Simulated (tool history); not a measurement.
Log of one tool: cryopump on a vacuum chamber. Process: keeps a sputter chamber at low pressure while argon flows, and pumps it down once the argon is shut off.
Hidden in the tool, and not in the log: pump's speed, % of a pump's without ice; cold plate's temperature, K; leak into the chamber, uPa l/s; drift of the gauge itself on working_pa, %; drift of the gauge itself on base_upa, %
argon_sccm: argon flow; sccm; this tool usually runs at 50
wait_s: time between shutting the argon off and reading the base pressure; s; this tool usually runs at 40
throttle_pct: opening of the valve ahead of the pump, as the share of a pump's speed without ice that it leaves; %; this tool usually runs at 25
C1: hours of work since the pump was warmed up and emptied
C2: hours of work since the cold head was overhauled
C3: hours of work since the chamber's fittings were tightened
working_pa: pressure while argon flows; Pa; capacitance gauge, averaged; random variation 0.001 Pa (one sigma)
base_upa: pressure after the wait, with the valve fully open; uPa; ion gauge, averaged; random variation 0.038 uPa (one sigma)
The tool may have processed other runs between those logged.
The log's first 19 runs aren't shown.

{"hour": 1490.8, "done": "pump warmed up, emptied and cooled again"}
{"run": 20, "hour": 1527.4, "argon_sccm": 50, "wait_s": 123, "throttle_pct": 20, "C1": 18, "C2": 1327, "C3": 1744, "working_pa": 0.2786, "base_upa": 2.54}
{"run": 21, "hour": 1606.2, "argon_sccm": 50, "wait_s": 190, "throttle_pct": 47, "C1": 56, "C2": 1365, "C3": 1782, "working_pa": 0.1199, "base_upa": 2.34}
{"run": 22, "hour": 1693.4, "argon_sccm": 50, "wait_s": 190, "throttle_pct": 47, "C1": 98, "C2": 1407, "C3": 1825, "working_pa": 0.1213, "base_upa": 2.49}
{"run": 23, "hour": 1779.4, "argon_sccm": 50, "wait_s": 229, "throttle_pct": 47, "C1": 140, "C2": 1449, "C3": 1866, "working_pa": 0.1215, "base_upa": 2.49}
{"run": 24, "hour": 1883.7, "argon_sccm": 50, "wait_s": 229, "throttle_pct": 47, "C1": 191, "C2": 1499, "C3": 1917, "working_pa": 0.1228, "base_upa": 2.65}
{"run": 25, "hour": 1926.6, "argon_sccm": 46, "wait_s": 229, "throttle_pct": 47, "C1": 211, "C2": 1520, "C3": 1938, "working_pa": 0.1156, "base_upa": 2.58}
{"run": 26, "hour": 1986.8, "argon_sccm": 94, "wait_s": 229, "throttle_pct": 28, "C1": 241, "C2": 1549, "C3": 1967, "working_pa": 0.3865, "base_upa": 2.64}
{"run": 27, "hour": 2054.0, "argon_sccm": 63, "wait_s": 40, "throttle_pct": 25, "C1": 273, "C2": 1582, "C3": 2000, "working_pa": 0.2888, "base_upa": 4.44}
{"run": 28, "hour": 2103.0, "argon_sccm": 25, "wait_s": 31, "throttle_pct": 17, "C1": 297, "C2": 1606, "C3": 2023, "working_pa": 0.1669, "base_upa": 4.99}
{"run": 29, "hour": 2198.7, "argon_sccm": 25, "wait_s": 31, "throttle_pct": 17, "C1": 343, "C2": 1652, "C3": 2070, "working_pa": 0.1671, "base_upa": 5.07}
{"run": 30, "hour": 2250.2, "argon_sccm": 86, "wait_s": 56, "throttle_pct": 51, "C1": 368, "C2": 1677, "C3": 2095, "working_pa": 0.2056, "base_upa": 4.1}
{"hour": 2276.4, "done": "leaking fittings of the chamber tightened, without venting"}
{"run": 31, "hour": 2310.6, "argon_sccm": 62, "wait_s": 74, "throttle_pct": 25, "C1": 397, "C2": 1705, "C3": 17, "working_pa": 0.2906, "base_upa": 1.32}
{"run": 32, "hour": 2361.2, "argon_sccm": 55, "wait_s": 28, "throttle_pct": 25, "C1": 421, "C2": 1730, "C3": 41, "working_pa": 0.259, "base_upa": 3.09}
{"run": 33, "hour": 2435.3, "argon_sccm": 67, "wait_s": 84, "throttle_pct": 22, "C1": 457, "C2": 1766, "C3": 77, "working_pa": 0.3519, "base_upa": 1.27}
{"run": 34, "hour": 2479.0, "argon_sccm": 62, "wait_s": 235, "throttle_pct": 25, "C1": 478, "C2": 1787, "C3": 98, "working_pa": 0.2946, "base_upa": 0.67}
{"run": 35, "hour": 2582.5, "argon_sccm": 62, "wait_s": 235, "throttle_pct": 25, "C1": 528, "C2": 1837, "C3": 148, "working_pa": 0.2959, "base_upa": 0.78}

Each row is a separate what-if for the run after 35, all from the same tool condition, not one after another. Results?
{"run": "A", "hour": 2677.2, "argon_sccm": 30, "wait_s": 51, "throttle_pct": 25, "C1": 574, "C2": 1883, "C3": 194, "working_pa": "?", "base_upa": "?"}
{"run": "B", "hour": 2677.2, "argon_sccm": 50, "wait_s": 128, "throttle_pct": 25, "C1": 574, "C2": 1883, "C3": 194, "working_pa": "?", "base_upa": "?"}
{"run": "C", "hour": 2677.2, "argon_sccm": 41, "wait_s": 90, "throttle_pct": 32, "C1": 574, "C2": 1883, "C3": 194, "working_pa": "?", "base_upa": "?"}

run=A working_pa=0.1451 base_upa=2.02
run=B working_pa=0.2406 base_upa=1.10
run=C working_pa=0.1566 base_upa=1.40
Take away the tool's hidden state, keep each run's random variation, and the runs would have read:
run=A working_pa=0.1339 base_upa=1.70
run=B working_pa=0.2220 base_upa=0.78
run=C working_pa=0.1414 base_upa=1.08
